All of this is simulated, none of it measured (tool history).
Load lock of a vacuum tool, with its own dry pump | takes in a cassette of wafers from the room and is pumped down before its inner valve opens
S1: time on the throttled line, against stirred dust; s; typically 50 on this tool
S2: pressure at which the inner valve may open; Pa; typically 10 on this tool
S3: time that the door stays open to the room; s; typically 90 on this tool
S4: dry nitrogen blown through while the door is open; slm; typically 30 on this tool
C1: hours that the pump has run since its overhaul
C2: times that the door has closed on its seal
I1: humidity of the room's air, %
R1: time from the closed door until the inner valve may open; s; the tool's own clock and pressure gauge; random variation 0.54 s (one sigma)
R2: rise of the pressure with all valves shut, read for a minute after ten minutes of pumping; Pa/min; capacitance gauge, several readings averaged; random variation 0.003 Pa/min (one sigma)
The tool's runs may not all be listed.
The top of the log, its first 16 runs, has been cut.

run 17 hour=1467.6 | S1=50 S2=10 S3=90 S4=30 | C1=4083 C2=31440 | I1=45 | R1=75.3 R2=0.046
run 18 hour=1566.7 | S1=50 S2=10 S3=90 S4=21 | C1=4182 C2=31811 | I1=45.8 | R1=75.1 R2=0.057
run 19 hour=1679.8 | S1=50 S2=10 S3=90 S4=21 | C1=4295 C2=32235 | I1=46.6 | R1=75.2 R2=0.06
run 20 hour=1758.9 | S1=50 S2=13 S3=90 S4=30 | C1=4375 C2=32531 | I1=42.9 | R1=74 R2=0.047
run 21 hour=1847.4 | S1=50 S2=13 S3=90 S4=30 | C1=4463 C2=32862 | I1=45.4 | R1=74.3 R2=0.048
run 22 hour=1918.7 | S1=50 S2=9 S3=93 S4=30 | C1=4534 C2=33130 | I1=45.9 | R1=76.1 R2=0.053
run 23 hour=2042.5 | S1=50 S2=9 S3=93 S4=30 | C1=4658 C2=33593 | I1=44.4 | R1=75.2 R2=0.055
run 24 hour=2115.2 | S1=50 S2=9 S3=124 S4=30 | C1=4731 C2=33866 | I1=44.6 | R1=75.6 R2=0.06
run 25 hour=2200.4 | S1=50 S2=10 S3=130 S4=11 | C1=4816 C2=34185 | I1=45.9 | R1=75.5 R2=0.085
run 26 hour=2313.9 | S1=42 S2=10 S3=75 S4=8 | C1=4930 C2=34610 | I1=46.7 | R1=68.5 R2=0.07
run 27 hour=2441.7 | S1=42 S2=10 S3=75 S4=8 | C1=5057 C2=35089 | I1=43 | R1=68.4 R2=0.064
run 28 hour=2553.5 | S1=25 S2=10 S3=141 S4=30 | C1=5169 C2=35508 | I1=49.3 | R1=53.4 R2=0.065
run 29 hour=2679.7 | S1=25 S2=10 S3=141 S4=30 | C1=5295 C2=35980 | I1=44.3 | R1=53.5 R2=0.066
run 30 hour=2800.2 | S1=25 S2=10 S3=141 S4=30 | C1=5416 C2=36432 | I1=47.6 | R1=52.9 R2=0.07
run 31 hour=2917.9 | S1=54 S2=14 S3=61 S4=7 | C1=5534 C2=36873 | I1=46.2 | R1=76.8 R2=0.06
run 32 hour=3010.4 | S1=72 S2=7 S3=178 S4=40 | C1=5626 C2=37219 | I1=44.4 | R1=94.9 R2=0.066
run 33 hour=3072.1 | S1=50 S2=10 S3=184 S4=34 | C1=5688 C2=37451 | I1=46.8 | R1=75 R2=0.069
run 34 hour=3154.8 | S1=59 S2=17 S3=45 S4=10 | C1=5770 C2=37760 | I1=45.1 | R1=80.5 R2=0.046
run 35 hour=3277.4 | S1=45 S2=10 S3=90 S4=30 | C1=5893 C2=38220 | I1=43 | R1=71.1 R2=0.047
run 36 hour=3390 | S1=40 S2=13 S3=48 S4=32 | C1=6006 C2=38641 | I1=45.6 | R1=65.1 R2=0.038
run 37 hour=3498.6 | S1=67 S2=10 S3=106 S4=20 | C1=6114 C2=39048 | I1=44 | R1=89.5 R2=0.059

Branching from run 37: 3 alternative next runs. What would each branch give?
run A hour=3630.3 | S1=67 S2=7 S3=106 S4=20 | C1=6246 C2=39542 | I1=48.1 | R1=? R2=?
run B hour=3630.3 | S1=25 S2=10 S3=90 S4=37 | C1=6246 C2=39542 | I1=46.3 | R1=? R2=?
run C hour=3630.3 | S1=81 S2=10 S3=106 S4=20 | C1=6246 C2=39542 | I1=46.4 | R1=? R2=?

run=A R1=91.4 R2=0.066
run=B R1=53.5 R2=0.051
run=C R1=102.3 R2=0.065
Without the tool's unlogged condition, the same runs would have read:
run=A R1=91.4 R2=0.065
run=B R1=53.5 R2=0.05
run=C R1=102.3 R2=0.064
